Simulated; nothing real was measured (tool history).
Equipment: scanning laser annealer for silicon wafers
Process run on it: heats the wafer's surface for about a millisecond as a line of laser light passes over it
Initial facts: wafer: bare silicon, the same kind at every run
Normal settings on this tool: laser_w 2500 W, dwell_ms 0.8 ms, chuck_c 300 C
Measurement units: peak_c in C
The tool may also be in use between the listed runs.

run,hour,laser_w,dwell_ms,chuck_c,peak_c
1,0,2500,0.8,300,1040
2,73.8,2500,0.571,300,905
3,131.8,2500,0.728,300,993
4,163.4,2500,0.672,300,960
5,217.3,2500,0.672,300,953
6,270.1,2500,0.672,300,950
7,310.3,2500,0.672,300,943
# hour 315.6: window over the wafer cleaned
8,384.4,2500,0.672,300,931
9,454,2500,0.672,300,927
10,495.8,2500,0.672,300,924
11,553.8,2231,0.8,300,910
12,593.8,2147,0.8,300,887
# hour 632: window over the wafer cleaned, once more
13,633.4,2147,0.8,300,943
14,686.2,2533,0.8,300,1052
15,724.5,2533,0.8,300,1049
16,785.6,2500,0.806,300,1036
17,850.8,2500,0.806,300,1031
18,897.3,2500,0.806,300,1026
19,932.4,2500,0.806,300,1024
20,967.7,2500,0.806,300,1022
21,1034.3,2500,0.8,300,1014
22,1073.7,2352,0.994,302,1057
23,1116.9,2514,0.994,302,1103
24,1159.3,2235,0.562,302,819
# hour 1199.8: window over the wafer cleaned
25,1233,2235,0.603,302,868
26,1303.1,2235,0.603,302,861
27,1372.5,2238,0.602,285,840
28,1428.3,2556,0.8,321,1058
# hour 1493.5: optics aligned, line set to its width
29,1497.8,2556,0.988,312,1153
30,1553.8,2315,0.565,302,856
31,1596,2315,0.565,302,856
32,1656.4,2379,0.8,266,951
33,1699.1,2570,0.641,313,961
34,1768.3,2476,0.609,307,911
# hour 1775: window over the wafer cleaned
35,1829.5,2135,0.769,339,962
36,1906.5,2207,0.8,291,947
37,1979,2315,0.561,270,827
38,2057.2,2315,0.561,270,824
39,2092.2,2315,0.821,327,1006
40,2147.5,2315,0.581,267,827
41,2196.3,2197,0.598,267,807

A few steps of peak_c between consecutive runs. Split each: what settings, incoming material and random variation would produce without the hidden state, and what is left over for the hidden state, along with gauge scatter present in only one of the two compared results (measured, and without hidden state):
The hidden state here: light that passes the window, % of a clean one's; laser's true power over the reading, %; width of the line over the set one, %; drift of the gauge itself on peak_c, C.
Run 12 -> 13: window over the wafer cleaned, once more. peak_c +56 C: hidden state +56, all else +0.
Run 23 -> 24: laser_w 2514 -> 2235, dwell_ms 0.994 -> 0.562. peak_c -284 C: hidden state +19, all else -303.
Run 24 -> 25: dwell_ms 0.562 -> 0.603, window over the wafer cleaned. peak_c +49 C: hidden state +26, all else +23.
Run 27 -> 28: laser_w 2238 -> 2556, dwell_ms 0.602 -> 0.8, chuck_c 285 -> 321. peak_c +218 C: hidden state -12, all else +230.
Run 29 -> 30: laser_w 2556 -> 2315, dwell_ms 0.988 -> 0.565, chuck_c 312 -> 302. peak_c -297 C: hidden state +6, all else -303.
Run 34 -> 35: laser_w 2476 -> 2135, dwell_ms 0.609 -> 0.769, chuck_c 307 -> 339, window over the wafer cleaned. peak_c +51 C: hidden state +31, all else +20.

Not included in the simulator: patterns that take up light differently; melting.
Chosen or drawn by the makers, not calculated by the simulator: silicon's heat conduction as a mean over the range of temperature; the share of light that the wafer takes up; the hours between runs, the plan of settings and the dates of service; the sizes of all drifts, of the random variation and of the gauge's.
